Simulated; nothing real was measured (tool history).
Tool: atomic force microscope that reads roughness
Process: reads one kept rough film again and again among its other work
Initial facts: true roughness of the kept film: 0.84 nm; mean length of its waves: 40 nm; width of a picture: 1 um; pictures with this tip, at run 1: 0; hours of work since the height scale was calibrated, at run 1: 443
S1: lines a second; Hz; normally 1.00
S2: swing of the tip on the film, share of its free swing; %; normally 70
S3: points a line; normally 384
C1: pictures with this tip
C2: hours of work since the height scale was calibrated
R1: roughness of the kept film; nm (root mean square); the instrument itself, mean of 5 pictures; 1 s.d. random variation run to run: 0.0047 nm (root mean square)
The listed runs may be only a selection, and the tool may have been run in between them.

Run 1, hour 0.0: usual settings; C1 0; C2 443. Result: R1 0.791 nm (root mean square).
Run 2, hour 65.2: usual settings but S1 3.16 Hz; C1 75; C2 490. Result: R1 0.716 nm (root mean square).
Run 3, hour 100.3: usual settings but S1 3.16 Hz; C1 116; C2 515. Result: R1 0.712 nm (root mean square).
Run 4, hour 146.3: usual settings but S1 3.16 Hz; C1 169; C2 548. Result: R1 0.717 nm (root mean square).
At hour 174.2: new tip fitted.
Run 5, hour 192.7: usual settings but S3 679; C1 21; C2 581. Result: R1 0.794 nm (root mean square).
Run 6, hour 240.7: usual settings; C1 77; C2 615. Result: R1 0.792 nm (root mean square).
Run 7, hour 298.0: usual settings; C1 143; C2 656. Result: R1 0.784 nm (root mean square).
Run 8, hour 326.7: usual settings; C1 176; C2 677. Result: R1 0.781 nm (root mean square).
At hour 349.7: new tip fitted.
Run 9, hour 369.5: usual settings; C1 23; C2 707. Result: R1 0.790 nm (root mean square).
Run 10, hour 408.5: usual settings but S2 60 %; C1 68; C2 735. Result: R1 0.806 nm (root mean square).
Run 11, hour 460.9: usual settings; C1 129; C2 772. Result: R1 0.783 nm (root mean square).
Run 12, hour 506.0: usual settings; C1 181; C2 805. Result: R1 0.783 nm (root mean square).
At hour 526.5: new tip fitted.
Run 13, hour 546.5: usual settings; C1 23; C2 833. Result: R1 0.774 nm (root mean square).
Run 14, hour 613.3: usual settings; C1 100; C2 881. Result: R1 0.789 nm (root mean square).
Run 15, hour 671.0: usual settings but S3 340; C1 167; C2 922. Result: R1 0.780 nm (root mean square).
At hour 701.6: new tip fitted.
Run 16, hour 709.1: usual settings but S1 3.40 Hz, S2 74 %, S3 867; C1 8; C2 949. Result: R1 0.692 nm (root mean square).
Run 17, hour 772.6: usual settings but S1 3.40 Hz, S2 74 %, S3 867; C1 82; C2 995. Result: R1 0.686 nm (root mean square).
Run 18, hour 815.6: usual settings but S1 3.40 Hz, S2 64 %, S3 277; C1 131; C2 1026. Result: R1 0.738 nm (root mean square).
Run 19, hour 844.7: usual settings but S1 0.50 Hz, S3 556; C1 165; C2 1046. Result: R1 0.800 nm (root mean square).
At hour 873.6: new tip fitted.
Run 20, hour 883.4: usual settings but S1 3.12 Hz, S3 431; C1 11; C2 1074. Result: R1 0.722 nm (root mean square).
Run 21, hour 930.0: usual settings but S1 0.53 Hz, S2 60 %, S3 682; C1 65; C2 1107. Result: R1 0.813 nm (root mean square).
Run 22, hour 964.4: usual settings but S1 1.40 Hz; C1 105; C2 1132. Result: R1 0.763 nm (root mean square).
Run 23, hour 1008.4: usual settings but S1 0.95 Hz, S2 59 %, S3 963; C1 156; C2 1163. Result: R1 0.810 nm (root mean square).
At hour 1048.1: new tip fitted.
Run 24, hour 1074.2: usual settings but S1 3.36 Hz, S3 721; C1 30; C2 1210. Result: R1 0.710 nm (root mean square).
Run 25, hour 1128.2: usual settings but S1 3.36 Hz, S3 721; C1 92; C2 1249. Result: R1 0.704 nm (root mean square).
Run 26, hour 1156.7: usual settings but S1 0.76 Hz, S2 89 %, S3 324; C1 125; C2 1269. Result: R1 0.754 nm (root mean square).
Run 27, hour 1198.4: usual settings but S1 0.72 Hz, S2 89 %, S3 812; C1 174; C2 1299. Result: R1 0.754 nm (root mean square).
At hour 1222.6: new tip fitted.
Run 28, hour 1241.7: usual settings; C1 22; C2 1330. Result: R1 0.786 nm (root mean square).
Run 29, hour 1286.6: usual settings; C1 74; C2 1362. Result: R1 0.789 nm (root mean square).
Run 30, hour 1344.0: usual settings; C1 140; C2 1403. Result: R1 0.792 nm (root mean square).

Below are 3 alternative next runs, each starting from the tool's condition after run 30. Predict each:
At hour 1348.4: height scale calibrated on a step standard.
Run A, hour 1375.9: usual settings but S1 1.48 Hz, S2 81 %, S3 519; C1 176; C2 20. Result: R1 ?.
At hour 1348.4: height scale calibrated on a step standard.
Run B, hour 1375.9: usual settings but S1 1.85 Hz, S2 83 %, S3 942; C1 176; C2 20. Result: R1 ?.
At hour 1348.4: height scale calibrated on a step standard.
Run C, hour 1375.9: usual settings but S1 0.84 Hz, S3 508; C1 176; C2 20. Result: R1 ?.

run     R1
  A  0.738
  B  0.705
  C  0.785
Without the tool's hidden state the same runs would have given:
run     R1
  A  0.739
  B  0.706
  C  0.787

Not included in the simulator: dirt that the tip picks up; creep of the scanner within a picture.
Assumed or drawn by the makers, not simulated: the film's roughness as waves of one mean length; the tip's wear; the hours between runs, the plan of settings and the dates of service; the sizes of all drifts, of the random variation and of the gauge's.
